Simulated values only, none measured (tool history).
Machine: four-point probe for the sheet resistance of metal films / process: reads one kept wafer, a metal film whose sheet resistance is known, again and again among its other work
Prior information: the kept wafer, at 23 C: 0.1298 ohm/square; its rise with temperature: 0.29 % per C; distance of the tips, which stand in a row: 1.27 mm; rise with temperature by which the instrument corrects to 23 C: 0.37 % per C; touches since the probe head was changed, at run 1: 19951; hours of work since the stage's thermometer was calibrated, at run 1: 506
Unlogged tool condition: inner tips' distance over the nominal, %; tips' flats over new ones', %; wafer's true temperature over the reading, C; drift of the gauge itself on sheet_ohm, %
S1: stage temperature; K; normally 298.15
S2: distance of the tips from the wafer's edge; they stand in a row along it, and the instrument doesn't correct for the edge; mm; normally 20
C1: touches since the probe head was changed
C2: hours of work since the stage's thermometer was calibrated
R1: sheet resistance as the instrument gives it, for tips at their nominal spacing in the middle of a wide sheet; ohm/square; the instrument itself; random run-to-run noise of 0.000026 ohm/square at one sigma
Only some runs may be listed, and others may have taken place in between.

{"run": 1, "day": 0.0, "S1": 298.15, "S2": 20, "C1": 19951, "C2": 506, "R1": 0.130235}
{"run": 2, "day": 1.342, "S1": 298.15, "S2": 20, "C1": 20415, "C2": 520, "R1": 0.130229}
{"run": 3, "day": 2.708, "S1": 298.15, "S2": 19, "C1": 20886, "C2": 534, "R1": 0.130288}
{"run": 4, "day": 4.35, "S1": 298.15, "S2": 19, "C1": 21453, "C2": 551, "R1": 0.130265}
{"run": 5, "day": 5.308, "S1": 298.15, "S2": 20, "C1": 21784, "C2": 561, "R1": 0.130205}
{"run": 6, "day": 6.55, "S1": 298.15, "S2": 20, "C1": 22212, "C2": 574, "R1": 0.130266}
{"run": 7, "day": 7.45, "S1": 298.15, "S2": 20, "C1": 22523, "C2": 583, "R1": 0.13023}
{"run": 8, "day": 8.192, "S1": 298.15, "S2": 20, "C1": 22779, "C2": 591, "R1": 0.130335}
{"run": 9, "day": 9.762, "S1": 298.15, "S2": 13, "C1": 23322, "C2": 607, "R1": 0.130706}
{"run": 10, "day": 11.2, "S1": 298.15, "S2": 20, "C1": 23819, "C2": 622, "R1": 0.130292}
{"run": 11, "day": 12.079, "S1": 303.15, "S2": 20, "C1": 24121, "C2": 631, "R1": 0.129822}
{"run": 12, "day": 13.471, "S1": 291.15, "S2": 20, "C1": 24602, "C2": 645, "R1": 0.13092}
{"run": 13, "day": 14.35, "S1": 291.15, "S2": 20, "C1": 24905, "C2": 654, "R1": 0.130956}
{"run": 14, "day": 15.704, "S1": 296.15, "S2": 20, "C1": 25373, "C2": 668, "R1": 0.130468}
{"run": 15, "day": 17.233, "S1": 299.15, "S2": 6, "C1": 25901, "C2": 684, "R1": 0.132992}
{"run": 16, "day": 17.929, "S1": 295.15, "S2": 3, "C1": 26141, "C2": 691, "R1": 0.141709}
{"run": 17, "day": 19.483, "S1": 297.15, "S2": 68, "C1": 26678, "C2": 707, "R1": 0.130181}
{"run": 18, "day": 20.938, "S1": 305.15, "S2": 64, "C1": 27179, "C2": 722, "R1": 0.129367}
{"run": 19, "day": 22.483, "S1": 305.15, "S2": 4, "C1": 27714, "C2": 738, "R1": 0.136008}
{"run": 20, "day": 23.492, "S1": 305.15, "S2": 4, "C1": 28061, "C2": 749, "R1": 0.136009}
{"run": 21, "day": 24.871, "S1": 298.15, "S2": 12, "C1": 28538, "C2": 763, "R1": 0.130845}
{"run": 22, "day": 26.0, "S1": 298.15, "S2": 14, "C1": 28928, "C2": 775, "R1": 0.130618}
{"run": 23, "day": 26.871, "S1": 291.15, "S2": 20, "C1": 29229, "C2": 783, "R1": 0.131064}
{"run": 24, "day": 28.375, "S1": 291.15, "S2": 20, "C1": 29748, "C2": 799, "R1": 0.131}
{"run": 25, "day": 29.308, "S1": 294.15, "S2": 38, "C1": 30070, "C2": 809, "R1": 0.130558}
{"run": 26, "day": 30.446, "S1": 295.15, "S2": 14, "C1": 30463, "C2": 820, "R1": 0.130953}
{"run": 27, "day": 31.4, "S1": 306.15, "S2": 14, "C1": 30793, "C2": 830, "R1": 0.129907}

Had the tool no unlogged condition, and each run kept its random variation, what would the results have been?
run=1 R1=0.129903
run=2 R1=0.129891
run=3 R1=0.129944
run=4 R1=0.129912
run=5 R1=0.129849
run=6 R1=0.129904
run=7 R1=0.129863
run=8 R1=0.129965
run=9 R1=0.130327
run=10 R1=0.129908
run=11 R1=0.129435
run=12 R1=0.130523
run=13 R1=0.130555
run=14 R1=0.130063
run=15 R1=0.132573
run=16 R1=0.141261
run=17 R1=0.129760
run=18 R1=0.128942
run=19 R1=0.135555
run=20 R1=0.135551
run=21 R1=0.130396
run=22 R1=0.130164
run=23 R1=0.130604
run=24 R1=0.130532
run=25 R1=0.130088
run=26 R1=0.130477
run=27 R1=0.129431
